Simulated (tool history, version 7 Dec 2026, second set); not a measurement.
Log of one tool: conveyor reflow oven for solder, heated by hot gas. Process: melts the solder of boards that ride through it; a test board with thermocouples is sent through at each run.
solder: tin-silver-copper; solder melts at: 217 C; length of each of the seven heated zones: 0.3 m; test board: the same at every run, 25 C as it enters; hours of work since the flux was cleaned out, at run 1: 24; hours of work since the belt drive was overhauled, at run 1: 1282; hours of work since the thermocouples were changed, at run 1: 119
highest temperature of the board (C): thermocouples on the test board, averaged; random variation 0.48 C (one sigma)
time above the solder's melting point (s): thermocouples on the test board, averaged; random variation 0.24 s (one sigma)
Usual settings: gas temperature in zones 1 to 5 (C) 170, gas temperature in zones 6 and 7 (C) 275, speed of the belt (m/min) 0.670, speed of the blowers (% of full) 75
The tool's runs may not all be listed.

run	hour	gas temperature in zones 1 to 5 (C)	gas temperature in zones 6 and 7 (C)	speed of the belt (m/min)	speed of the blowers (% of full)	hours of work since the flux was cleaned out	hours of work since the belt drive was overhauled	hours of work since the thermocouples were changed	highest temperature of the board (C)	time above the solder's melting point (s)
1	0.0	170	275	0.670	75	24	1282	119	257.8	43.2
2	45.9	170	275	0.670	75	54	1312	149	257.6	43.6
# hour 66.1: belt drive overhauled, speed set with a stopwatch
3	104.3	170	275	0.670	78	89	25	184	257.2	41.2
4	146.2	170	275	0.670	75	116	52	211	256.0	39.9
5	169.4	170	275	0.670	75	131	66	226	255.7	40.7
6	205.3	170	275	0.670	75	154	90	249	255.5	40.3
7	239.4	170	275	0.734	73	176	112	271	251.2	34.1
8	281.2	170	275	0.734	73	203	138	298	250.8	33.9
9	317.0	173	284	0.740	73	226	161	321	258.4	37.7
10	374.4	168	275	0.659	75	263	198	358	253.9	40.2
# hour 434.5: flux residue cleaned out of gas plates and filters
11	434.5	165	277	0.572	59	0	234	393	256.5	47.3
12	467.2	165	277	0.572	59	21	255	414	257.3	47.2

Some steps in highest temperature of the board (C) between neighbouring runs. How much of each would the tool show without its hidden state too (settings, what came in, random variation), and how much is left for the hidden state, with any gauge scatter that isn't in both results?
The hidden state here: heat that the gas passes to the board, % of a clean oven's; belt's true speed, % of the reading; true gas temperature in zones 6 and 7 over the reading, C; drift of the gauge itself on peak_c, C; drift of the gauge itself on liquid_s, %.
Run 8 -> 9: gas temperature in zones 1 to 5 (C) 170 -> 173, gas temperature in zones 6 and 7 (C) 275 -> 284, speed of the belt (m/min) 0.734 -> 0.740. highest temperature of the board (C) +7.6: hidden state -0.3, all else +7.9.
Run 10 -> 11: gas temperature in zones 1 to 5 (C) 168 -> 165, gas temperature in zones 6 and 7 (C) 275 -> 277, speed of the belt (m/min) 0.659 -> 0.572, speed of the blowers (% of full) 75 -> 59, flux residue cleaned out of gas plates and filters. highest temperature of the board (C) +2.6: hidden state +1.9, all else +0.7.
